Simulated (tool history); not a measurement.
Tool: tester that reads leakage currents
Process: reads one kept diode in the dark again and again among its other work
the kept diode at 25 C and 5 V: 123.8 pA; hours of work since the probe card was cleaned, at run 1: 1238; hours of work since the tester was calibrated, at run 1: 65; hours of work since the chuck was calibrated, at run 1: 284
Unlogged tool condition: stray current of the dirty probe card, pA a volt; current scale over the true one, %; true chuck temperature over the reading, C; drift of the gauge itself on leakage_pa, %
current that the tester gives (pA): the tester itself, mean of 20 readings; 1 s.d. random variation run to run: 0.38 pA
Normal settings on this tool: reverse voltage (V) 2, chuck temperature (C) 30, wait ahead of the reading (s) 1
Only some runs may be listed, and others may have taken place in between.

run	hour	reverse voltage (V)	chuck temperature (C)	wait ahead of the reading (s)	hours of work since the probe card was cleaned	hours of work since the tester was calibrated	hours of work since the chuck was calibrated	current that the tester gives (pA)
1	0	2	30	1	1238	65	284	121.41
2	186.3	2	30	1	1322	150	368	120.84
# hour 407.7: probe card cleaned and baked
3	445.6	2	30	1	17	265	484	118.7
4	700.7	2	59	1	132	381	600	972.07
5	896.2	2	59	1	221	469	688	963.1
6	1175.3	2	59	1	347	595	814	952.89
# hour 1312.9: chuck's temperature calibrated
7	1427.7	2	59	1	460	708	52	1041.64
8	1550.4	2	59	1	516	764	107	1035.68
9	1754.7	2	59	1	608	856	200	1017.09
10	1967.3	2	30	1	704	952	296	124.11
11	2227.3	2	30	2.71	822	1070	413	121.71
12	2448.2	2	24	1	921	1170	513	74.46
13	2579.8	18.21	30	1	981	1229	573	313.07
14	2762.5	18.21	30	1	1063	1312	655	310.61
15	2925.7	18.21	30	1	1137	1386	729	308.02
16	3107.6	2.38	30	1	1219	1468	811	125.54
# hour 3255.5: chuck's temperature calibrated
17	3325.8	2.38	30	1	1317	1566	32	136.3
# hour 3565.5: probe card cleaned and baked
18	3611.1	2	30	1	21	1693	159	123.74
19	3855	2	30	1	131	1803	270	121.88
20	4123.7	2	51	1	252	1925	391	572.91
21	4256.8	9.12	30	0.55	312	1985	451	230.43
22	4532.4	9.12	30	0.55	437	2110	576	226.63
23	4704.2	9.12	32	3.25	515	2187	653	260.56
24	4902.3	9.12	32	3.25	604	2277	743	259.99
25	5128.6	2	30	4.38	706	2379	845	113.99
# hour 5196.8: chuck's temperature calibrated
26	5389	10.88	48	4.38	823	2496	87	983.45
27	5667.5	10.88	48	4.38	949	2622	213	973.94
28	5891.4	10.88	48	4.38	1050	2723	314	964.32
29	6087.6	2	33	1	1139	2812	403	152.34
30	6226.5	2	33	1	1202	2874	465	151.27
31	6359.5	2	33	1.48	1262	2935	526	149.86
32	6485.1	1.6	38	1.48	1319	2991	582	198.29
# hour 6708.8: probe card cleaned and baked
33	6708.8	7.11	33	5.9	0	3091	682	249.27
34	6884.9	3.15	30	0.78	80	3171	762	138.85
35	7102.6	2	38	1	178	3269	860	210.43
# hour 7140: chuck's temperature calibrated
36	7370.4	2	38	3.65	298	3389	104	232.37
37	7499.2	2	38	3.65	356	3447	162	230.04
38	7664.8	2	38	0.33	431	3522	237	229.44
39	7796.4	2	30	0.81	491	3582	297	121.65

4 options for the next run, each taken on its own from the tool as it stands now. Forecast them:
A	7919.1	2	58	0.81	546	3637	352	?
B	7919.1	17.85	40	1.02	546	3637	352	?
C	7919.1	13.24	31	3.21	546	3637	352	?
D	7919.1	14.9	30	2.42	546	3637	352	?

run	current that the tester gives (pA)
A	931.92
B	672.78
C	294.57
D	286.18
With no hidden state in the tool, these same runs would have given:
run	current that the tester gives (pA)
A	962.4
B	695.45
C	304.53
D	295.64
